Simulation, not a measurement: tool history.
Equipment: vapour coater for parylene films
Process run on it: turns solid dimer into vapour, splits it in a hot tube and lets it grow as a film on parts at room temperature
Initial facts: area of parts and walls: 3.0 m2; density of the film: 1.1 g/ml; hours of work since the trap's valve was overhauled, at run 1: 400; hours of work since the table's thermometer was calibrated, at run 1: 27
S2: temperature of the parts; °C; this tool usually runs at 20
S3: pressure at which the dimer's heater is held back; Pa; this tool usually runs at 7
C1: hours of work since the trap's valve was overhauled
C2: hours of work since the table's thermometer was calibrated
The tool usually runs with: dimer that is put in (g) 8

run 1 day=0 | dimer_that_is_put_in_(g)=8 S2=20 S3=7 | C1=400 C2=27 | thickness_of_the_film_(um)=1.557
run 2 day=1.442 | dimer_that_is_put_in_(g)=5 S2=20 S3=7 | C1=427 C2=53 | thickness_of_the_film_(um)=0.96
run 3 day=3.062 | dimer_that_is_put_in_(g)=5 S2=20 S3=7 | C1=456 C2=83 | thickness_of_the_film_(um)=0.963
run 4 day=4.492 | dimer_that_is_put_in_(g)=8 S2=20 S3=7 | C1=482 C2=109 | thickness_of_the_film_(um)=1.54
run 5 day=6.067 | dimer_that_is_put_in_(g)=8 S2=20 S3=7 | C1=511 C2=137 | thickness_of_the_film_(um)=1.529
-- day=6.954 trap's valve overhauled
run 6 day=7.508 | dimer_that_is_put_in_(g)=8 S2=20 S3=7 | C1=10 C2=160 | thickness_of_the_film_(um)=1.621
run 7 day=8.704 | dimer_that_is_put_in_(g)=8 S2=20 S3=7 | C1=32 C2=182 | thickness_of_the_film_(um)=1.622
run 8 day=10.242 | dimer_that_is_put_in_(g)=8 S2=20 S3=7 | C1=60 C2=210 | thickness_of_the_film_(um)=1.617
run 9 day=11.3 | dimer_that_is_put_in_(g)=8 S2=17 S3=7 | C1=79 C2=229 | thickness_of_the_film_(um)=1.7
run 10 day=12.042 | dimer_that_is_put_in_(g)=8 S2=17 S3=6.31 | C1=92 C2=243 | thickness_of_the_film_(um)=1.704
run 11 day=13.021 | dimer_that_is_put_in_(g)=8 S2=13 S3=7 | C1=110 C2=261 | thickness_of_the_film_(um)=1.801
run 12 day=14.467 | dimer_that_is_put_in_(g)=8 S2=13 S3=7 | C1=137 C2=287 | thickness_of_the_film_(um)=1.796
run 13 day=15.242 | dimer_that_is_put_in_(g)=8 S2=20 S3=7 | C1=151 C2=301 | thickness_of_the_film_(um)=1.626
run 14 day=16.008 | dimer_that_is_put_in_(g)=8 S2=20 S3=7 | C1=165 C2=315 | thickness_of_the_film_(um)=1.604
run 15 day=17.458 | dimer_that_is_put_in_(g)=8 S2=20 S3=7 | C1=191 C2=341 | thickness_of_the_film_(um)=1.602
run 16 day=18.6 | dimer_that_is_put_in_(g)=8 S2=20 S3=7 | C1=212 C2=362 | thickness_of_the_film_(um)=1.587
run 17 day=20.192 | dimer_that_is_put_in_(g)=8 S2=20 S3=7 | C1=241 C2=391 | thickness_of_the_film_(um)=1.588
run 18 day=21.867 | dimer_that_is_put_in_(g)=8 S2=20 S3=9.14 | C1=271 C2=422 | thickness_of_the_film_(um)=1.562
run 19 day=22.892 | dimer_that_is_put_in_(g)=8 S2=20 S3=4.69 | C1=290 C2=440 | thickness_of_the_film_(um)=1.604
run 20 day=23.683 | dimer_that_is_put_in_(g)=8 S2=20 S3=4.69 | C1=304 C2=455 | thickness_of_the_film_(um)=1.602
run 21 day=24.371 | dimer_that_is_put_in_(g)=4 S2=20 S3=7 | C1=317 C2=467 | thickness_of_the_film_(um)=0.778
run 22 day=25.375 | dimer_that_is_put_in_(g)=8 S2=20 S3=5.05 | C1=335 C2=485 | thickness_of_the_film_(um)=1.591
run 23 day=26.962 | dimer_that_is_put_in_(g)=8 S2=20 S3=5.05 | C1=364 C2=514 | thickness_of_the_film_(um)=1.6
run 24 day=27.721 | dimer_that_is_put_in_(g)=8 S2=24 S3=5.38 | C1=378 C2=528 | thickness_of_the_film_(um)=1.484
run 25 day=29.35 | dimer_that_is_put_in_(g)=8 S2=12 S3=3.61 | C1=407 C2=558 | thickness_of_the_film_(um)=1.835
run 26 day=30.275 | dimer_that_is_put_in_(g)=8 S2=20 S3=10.38 | C1=424 C2=575 | thickness_of_the_film_(um)=1.505
run 27 day=31.717 | dimer_that_is_put_in_(g)=11 S2=22 S3=9.43 | C1=450 C2=601 | thickness_of_the_film_(um)=2.001
run 28 day=32.996 | dimer_that_is_put_in_(g)=4 S2=25 S3=6.42 | C1=474 C2=624 | thickness_of_the_film_(um)=0.722
-- day=33.121 table's thermometer calibrated
run 29 day=34.196 | dimer_that_is_put_in_(g)=4 S2=14 S3=2.19 | C1=495 C2=20 | thickness_of_the_film_(um)=0.897
run 30 day=35.696 | dimer_that_is_put_in_(g)=5 S2=21 S3=2.57 | C1=522 C2=47 | thickness_of_the_film_(um)=0.99
-- day=36 trap's valve overhauled
run 31 day=37.092 | dimer_that_is_put_in_(g)=13 S2=13 S3=2.04 | C1=20 C2=69 | thickness_of_the_film_(um)=3.187
run 32 day=38.662 | dimer_that_is_put_in_(g)=4 S2=15 S3=3.39 | C1=48 C2=98 | thickness_of_the_film_(um)=0.929
-- day=39.367 table's thermometer calibrated, once more
run 33 day=39.933 | dimer_that_is_put_in_(g)=6 S2=15 S3=3.39 | C1=71 C2=10 | thickness_of_the_film_(um)=1.387
run 34 day=41.379 | dimer_that_is_put_in_(g)=8 S2=20 S3=4.99 | C1=97 C2=37 | thickness_of_the_film_(um)=1.651
run 35 day=42.429 | dimer_that_is_put_in_(g)=5 S2=21 S3=4.13 | C1=116 C2=56 | thickness_of_the_film_(um)=1.026
run 36 day=43.942 | dimer_that_is_put_in_(g)=10 S2=14 S3=5.23 | C1=144 C2=83 | thickness_of_the_film_(um)=2.261
run 37 day=45.15 | dimer_that_is_put_in_(g)=11 S2=14 S3=5.23 | C1=166 C2=105 | thickness_of_the_film_(um)=2.483
run 38 day=46.712 | dimer_that_is_put_in_(g)=11 S2=14 S3=5.23 | C1=194 C2=134 | thickness_of_the_film_(um)=2.467
run 39 day=48.058 | dimer_that_is_put_in_(g)=11 S2=14 S3=5.23 | C1=219 C2=158 | thickness_of_the_film_(um)=2.458
run 40 day=48.75 | dimer_that_is_put_in_(g)=11 S2=14 S3=5.23 | C1=231 C2=171 | thickness_of_the_film_(um)=2.43
run 41 day=49.758 | dimer_that_is_put_in_(g)=3 S2=25 S3=10.23 | C1=250 C2=189 | thickness_of_the_film_(um)=0.54
run 42 day=51.046 | dimer_that_is_put_in_(g)=6 S2=13 S3=6.83 | C1=273 C2=212 | thickness_of_the_film_(um)=1.317
run 43 day=51.958 | dimer_that_is_put_in_(g)=6 S2=14 S3=4.33 | C1=290 C2=229 | thickness_of_the_film_(um)=1.34
run 44 day=53.25 | dimer_that_is_put_in_(g)=11 S2=24 S3=7 | C1=313 C2=253 | thickness_of_the_film_(um)=2.033
run 45 day=54.188 | dimer_that_is_put_in_(g)=11 S2=24 S3=7 | C1=330 C2=270 | thickness_of_the_film_(um)=2.019
run 46 day=55.804 | dimer_that_is_put_in_(g)=9 S2=20 S3=7 | C1=359 C2=299 | thickness_of_the_film_(um)=1.746

5 ways to go on from here, each from the tool as it stands after run 46. What would each give?
run A day=56.596 | dimer_that_is_put_in_(g)=4 S2=15 S3=7 | C1=374 C2=313 | thickness_of_the_film_(um)=?
run B day=56.596 | dimer_that_is_put_in_(g)=9 S2=14 S3=6.51 | C1=374 C2=313 | thickness_of_the_film_(um)=?
run C day=56.596 | dimer_that_is_put_in_(g)=8 S2=16 S3=4.97 | C1=374 C2=313 | thickness_of_the_film_(um)=?
run D day=56.596 | dimer_that_is_put_in_(g)=9 S2=26 S3=7 | C1=374 C2=313 | thickness_of_the_film_(um)=?
run E day=56.596 | dimer_that_is_put_in_(g)=5 S2=26 S3=5.37 | C1=374 C2=313 | thickness_of_the_film_(um)=?

run=A thickness_of_the_film_(um)=0.846
run=B thickness_of_the_film_(um)=1.939
run=C thickness_of_the_film_(um)=1.687
run=D thickness_of_the_film_(um)=1.598
run=E thickness_of_the_film_(um)=0.904
Without the tool's hidden state the same runs would have given:
run=A thickness_of_the_film_(um)=0.893
run=B thickness_of_the_film_(um)=2.048
run=C thickness_of_the_film_(um)=1.782
run=D thickness_of_the_film_(um)=1.688
run=E thickness_of_the_film_(um)=0.955
